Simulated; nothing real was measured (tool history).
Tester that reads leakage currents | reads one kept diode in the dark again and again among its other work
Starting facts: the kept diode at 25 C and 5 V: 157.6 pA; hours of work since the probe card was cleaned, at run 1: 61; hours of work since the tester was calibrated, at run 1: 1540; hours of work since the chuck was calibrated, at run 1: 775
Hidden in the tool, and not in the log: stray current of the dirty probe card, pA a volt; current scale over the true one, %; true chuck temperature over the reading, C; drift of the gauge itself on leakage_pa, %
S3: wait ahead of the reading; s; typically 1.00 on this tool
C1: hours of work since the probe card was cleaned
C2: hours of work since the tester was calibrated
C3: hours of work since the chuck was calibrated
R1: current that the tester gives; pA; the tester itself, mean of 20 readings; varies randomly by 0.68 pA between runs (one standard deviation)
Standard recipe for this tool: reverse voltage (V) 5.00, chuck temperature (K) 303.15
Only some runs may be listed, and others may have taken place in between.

Run 1, hour 0.0: usual settings; C1 61; C2 1540; C3 775. Result: R1 242.60 pA.
Run 2, hour 32.4: usual settings; C1 81; C2 1559; C3 794. Result: R1 243.82 pA.
Run 3, hour 65.0: usual settings; C1 100; C2 1579; C3 813. Result: R1 242.54 pA.
Run 4, hour 91.5: usual settings; C1 116; C2 1594; C3 829. Result: R1 243.72 pA.
Run 5, hour 110.7: usual settings; C1 127; C2 1606; C3 840. Result: R1 243.80 pA.
Run 6, hour 139.9: usual settings; C1 144; C2 1623; C3 858. Result: R1 244.44 pA.
Run 7, hour 175.5: usual settings; C1 165; C2 1644; C3 879. Result: R1 243.58 pA.
Run 8, hour 199.8: usual settings; C1 180; C2 1659; C3 893. Result: R1 244.79 pA.
Run 9, hour 221.7: usual settings; C1 193; C2 1672; C3 906. Result: R1 244.80 pA.
Run 10, hour 243.7: usual settings; C1 206; C2 1685; C3 919. Result: R1 245.81 pA.
Run 11, hour 269.2: usual settings; C1 221; C2 1700; C3 935. Result: R1 245.18 pA.
Run 12, hour 299.6: usual settings but chuck temperature (K) 307.15; C1 239; C2 1718; C3 953. Result: R1 326.08 pA.
Run 13, hour 325.5: usual settings but reverse voltage (V) 1.12, chuck temperature (K) 307.15; C1 254; C2 1733; C3 968. Result: R1 169.31 pA.
Run 14, hour 349.9: usual settings but reverse voltage (V) 2.79; C1 269; C2 1748; C3 982. Result: R1 190.15 pA.
Run 15, hour 380.4: usual settings but reverse voltage (V) 2.79, chuck temperature (K) 304.15; C1 287; C2 1766; C3 1001. Result: R1 205.06 pA.
Run 16, hour 412.8: usual settings but reverse voltage (V) 4.98; C1 306; C2 1785; C3 1020. Result: R1 245.74 pA.
Run 17, hour 437.6: usual settings but reverse voltage (V) 4.98; C1 321; C2 1800; C3 1034. Result: R1 246.91 pA.
Run 18, hour 470.4: usual settings but reverse voltage (V) 4.98; C1 340; C2 1819; C3 1054. Result: R1 247.69 pA.
At hour 475.6: chuck's temperature calibrated.
Run 19, hour 495.1: usual settings but reverse voltage (V) 4.98; C1 354; C2 1833; C3 12. Result: R1 253.24 pA.
Run 20, hour 519.5: usual settings but reverse voltage (V) 4.98; C1 368; C2 1847; C3 26. Result: R1 252.08 pA.
Run 21, hour 550.1: usual settings but chuck temperature (K) 305.15, S3 0.86 s; C1 387; C2 1865; C3 44. Result: R1 291.97 pA.
Run 22, hour 581.8: usual settings but reverse voltage (V) 1.76, S3 2.32 s; C1 405; C2 1884; C3 63. Result: R1 159.71 pA.
Run 23, hour 605.5: usual settings but reverse voltage (V) 12.43, chuck temperature (K) 294.15; C1 419; C2 1898; C3 77. Result: R1 198.05 pA.

What will run 24 give?
Run 24, hour 632.0: usual settings but reverse voltage (V) 8.33, S3 0.81 s; C1 435; C2 1914; C3 93. Result: R1 ?.

{"run 24": {"R1": 318.34}}
Minus the tool's unlogged condition, the same run would have read R1 284.71 pA.

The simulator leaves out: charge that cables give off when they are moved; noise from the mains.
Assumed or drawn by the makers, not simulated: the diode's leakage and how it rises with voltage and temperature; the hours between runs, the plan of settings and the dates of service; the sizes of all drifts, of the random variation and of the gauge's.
